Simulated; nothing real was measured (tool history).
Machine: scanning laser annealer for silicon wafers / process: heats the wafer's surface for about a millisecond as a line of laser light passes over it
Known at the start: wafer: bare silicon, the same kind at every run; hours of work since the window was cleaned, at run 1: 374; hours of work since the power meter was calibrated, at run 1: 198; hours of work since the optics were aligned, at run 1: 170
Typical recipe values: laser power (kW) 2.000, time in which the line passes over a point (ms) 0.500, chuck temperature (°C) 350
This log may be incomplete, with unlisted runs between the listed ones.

| run | hour | laser power (kW) | time in which the line passes over a point (ms) | chuck temperature (°C) | hours of work since the window was cleaned | hours of work since the power meter was calibrated | hours of work since the optics were aligned | highest temperature of the surface (°C) |
|---|---|---|---|---|---|---|---|---|
| 1 | 0.0 | 2.000 | 0.500 | 350 | 374 | 198 | 170 | 1087 |
| 2 | 11.4 | 2.000 | 0.500 | 345 | 381 | 204 | 176 | 1086 |
| 3 | 27.7 | 2.000 | 0.500 | 350 | 390 | 214 | 185 | 1089 |
| 4 | 51.7 | 2.000 | 0.500 | 350 | 403 | 227 | 199 | 1087 |
| 5 | 67.9 | 2.000 | 0.500 | 350 | 412 | 236 | 208 | 1085 |
| 6 | 88.3 | 2.184 | 0.500 | 350 | 424 | 247 | 219 | 1153 |
| 7 | 102.2 | 2.184 | 0.500 | 350 | 431 | 255 | 227 | 1154 |
| 8 | 123.4 | 1.706 | 0.500 | 350 | 443 | 267 | 238 | 975 |
| 9 | 137.6 | 1.706 | 0.500 | 350 | 451 | 275 | 246 | 976 |
| 10 | 150.3 | 2.000 | 0.500 | 371 | 458 | 282 | 253 | 1103 |
| 11 | 162.3 | 2.000 | 0.500 | 371 | 465 | 288 | 260 | 1106 |
| 12 | 178.2 | 2.000 | 0.500 | 371 | 474 | 297 | 269 | 1105 |
| 13 | 202.6 | 1.773 | 0.500 | 350 | 487 | 311 | 282 | 995 |
| 14 | 227.5 | 1.773 | 0.500 | 350 | 501 | 325 | 296 | 998 |
| 15 | 250.3 | 1.773 | 0.500 | 350 | 514 | 337 | 309 | 996 |
| 16 | 264.0 | 1.773 | 0.500 | 350 | 521 | 345 | 317 | 993 |
| 17 | 276.0 | 1.773 | 0.500 | 350 | 528 | 352 | 323 | 996 |
| 18 | 288.7 | 2.000 | 0.500 | 350 | 535 | 359 | 330 | 1075 |
| 19 | 304.6 | 1.886 | 0.500 | 350 | 544 | 367 | 339 | 1037 |
| 20 | 315.8 | 1.886 | 0.500 | 350 | 550 | 374 | 345 | 1034 |
| 21 | 342.7 | 1.886 | 0.500 | 350 | 565 | 389 | 360 | 1034 |
| 22 | 369.5 | 1.886 | 0.500 | 350 | 580 | 404 | 375 | 1033 |
| 23 | 381.7 | 1.720 | 0.583 | 350 | 587 | 410 | 382 | 1018 |
| 24 | 392.9 | 1.708 | 0.524 | 325 | 593 | 417 | 388 | 958 |
| 25 | 417.8 | 1.767 | 0.590 | 366 | 607 | 430 | 402 | 1056 |
| 26 | 437.7 | 1.767 | 0.590 | 366 | 618 | 442 | 413 | 1054 |
| 27 | 454.4 | 1.804 | 0.590 | 366 | 627 | 451 | 422 | 1071 |

Run 28 comes next. What will it give?
| 28 | 469.2 | 2.017 | 0.492 | 350 | 635 | 459 | 431 | ? |

highest temperature of the surface (°C): 1077
Were there no unlogged condition in the tool, this run, its random variation unchanged, would have produced highest temperature of the surface (°C) 1116.
